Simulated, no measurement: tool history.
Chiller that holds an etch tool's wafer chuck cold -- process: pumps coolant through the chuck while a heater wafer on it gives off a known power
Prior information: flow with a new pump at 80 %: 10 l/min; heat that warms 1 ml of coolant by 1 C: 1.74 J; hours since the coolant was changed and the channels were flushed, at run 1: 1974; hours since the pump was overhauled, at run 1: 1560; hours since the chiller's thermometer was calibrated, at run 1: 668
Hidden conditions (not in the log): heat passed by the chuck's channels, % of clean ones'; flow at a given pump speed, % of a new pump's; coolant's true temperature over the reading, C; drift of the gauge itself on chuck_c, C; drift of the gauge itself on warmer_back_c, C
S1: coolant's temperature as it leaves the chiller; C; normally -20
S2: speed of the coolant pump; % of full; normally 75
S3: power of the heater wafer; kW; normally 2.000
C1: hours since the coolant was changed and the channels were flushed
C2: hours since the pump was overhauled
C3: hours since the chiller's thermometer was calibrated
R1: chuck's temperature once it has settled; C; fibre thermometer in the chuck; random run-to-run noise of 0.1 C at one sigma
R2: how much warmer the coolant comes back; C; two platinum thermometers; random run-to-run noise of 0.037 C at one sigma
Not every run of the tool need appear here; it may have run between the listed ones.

{"run": 1, "hour": 0.0, "S1": -20, "S2": 75, "S3": 2.0, "C1": 1974, "C2": 1560, "C3": 668, "R1": 3.6, "R2": 7.52}
{"run": 2, "hour": 44.6, "S1": -20, "S2": 75, "S3": 2.0, "C1": 2019, "C2": 1605, "C3": 713, "R1": 3.7, "R2": 7.54}
{"run": 3, "hour": 74.4, "S1": -20, "S2": 75, "S3": 2.0, "C1": 2049, "C2": 1634, "C3": 742, "R1": 3.7, "R2": 7.48}
{"run": 4, "hour": 112.3, "S1": -20, "S2": 75, "S3": 2.0, "C1": 2087, "C2": 1672, "C3": 780, "R1": 3.7, "R2": 7.62}
{"run": 5, "hour": 141.5, "S1": -20, "S2": 75, "S3": 2.336, "C1": 2116, "C2": 1701, "C3": 810, "R1": 8.0, "R2": 8.79}
{"run": 6, "hour": 185.8, "S1": -20, "S2": 75, "S3": 2.336, "C1": 2160, "C2": 1746, "C3": 854, "R1": 7.9, "R2": 8.91}
{"run": 7, "hour": 239.9, "S1": -20, "S2": 64, "S3": 2.336, "C1": 2214, "C2": 1800, "C3": 908, "R1": 11.2, "R2": 10.26}
{"run": 8, "hour": 271.3, "S1": -20, "S2": 64, "S3": 2.0, "C1": 2246, "C2": 1831, "C3": 939, "R1": 6.5, "R2": 8.89}
{"run": 9, "hour": 332.9, "S1": -20, "S2": 75, "S3": 2.0, "C1": 2307, "C2": 1893, "C3": 1001, "R1": 4.0, "R2": 7.55}
{"run": 10, "hour": 386.6, "S1": -20, "S2": 75, "S3": 2.0, "C1": 2361, "C2": 1947, "C3": 1055, "R1": 4.2, "R2": 7.57}
{"run": 11, "hour": 416.9, "S1": -20, "S2": 64, "S3": 2.0, "C1": 2391, "C2": 1977, "C3": 1085, "R1": 6.8, "R2": 8.83}
{"run": 12, "hour": 480.9, "S1": -12, "S2": 64, "S3": 1.456, "C1": 2455, "C2": 2041, "C3": 1149, "R1": 7.7, "R2": 6.5}
{"run": 13, "hour": 524.7, "S1": -30, "S2": 98, "S3": 2.155, "C1": 2499, "C2": 2085, "C3": 1193, "R1": -8.2, "R2": 6.23}
{"run": 14, "hour": 581.2, "S1": -21, "S2": 75, "S3": 1.755, "C1": 2555, "C2": 2141, "C3": 1249, "R1": 0.2, "R2": 6.68}
{"run": 15, "hour": 625.1, "S1": -13, "S2": 75, "S3": 1.306, "C1": 2599, "C2": 2185, "C3": 1293, "R1": 2.9, "R2": 4.93}
{"run": 16, "hour": 685.8, "S1": -23, "S2": 75, "S3": 1.986, "C1": 2660, "C2": 2246, "C3": 1354, "R1": 1.4, "R2": 7.59}
{"run": 17, "hour": 729.3, "S1": -11, "S2": 96, "S3": 1.568, "C1": 2704, "C2": 2289, "C3": 1397, "R1": 5.2, "R2": 4.63}
{"run": 18, "hour": 785.1, "S1": -11, "S2": 96, "S3": 1.568, "C1": 2759, "C2": 2345, "C3": 1453, "R1": 5.3, "R2": 4.62}
{"run": 19, "hour": 822.0, "S1": -11, "S2": 96, "S3": 1.568, "C1": 2796, "C2": 2382, "C3": 1490, "R1": 5.3, "R2": 4.65}
{"run": 20, "hour": 855.0, "S1": -28, "S2": 70, "S3": 2.838, "C1": 2829, "C2": 2415, "C3": 1523, "R1": 9.0, "R2": 11.53}
{"run": 21, "hour": 902.2, "S1": -28, "S2": 75, "S3": 2.0, "C1": 2876, "C2": 2462, "C3": 1570, "R1": -3.2, "R2": 7.59}

How would selected steps in R1 from run to run divide? Give the signed amount a tool lacking its hidden state would still show from settings, what came in and random variation, and the signed amount left for the hidden state, including any gauge scatter that is not in both of the compared results.
Run 12 -> 13: S1 -12 -> -30, S2 64 -> 98, S3 1.456 -> 2.155. R1 -15.9 C: hidden state +0.5, all else -16.4.
Run 19 -> 20: S1 -11 -> -28, S2 96 -> 70, S3 1.568 -> 2.838. R1 +3.7 C: hidden state +3.1, all else +0.6.
Run 20 -> 21: S2 70 -> 75, S3 2.838 -> 2.000. R1 -12.2 C: hidden state -1.7, all else -10.5.
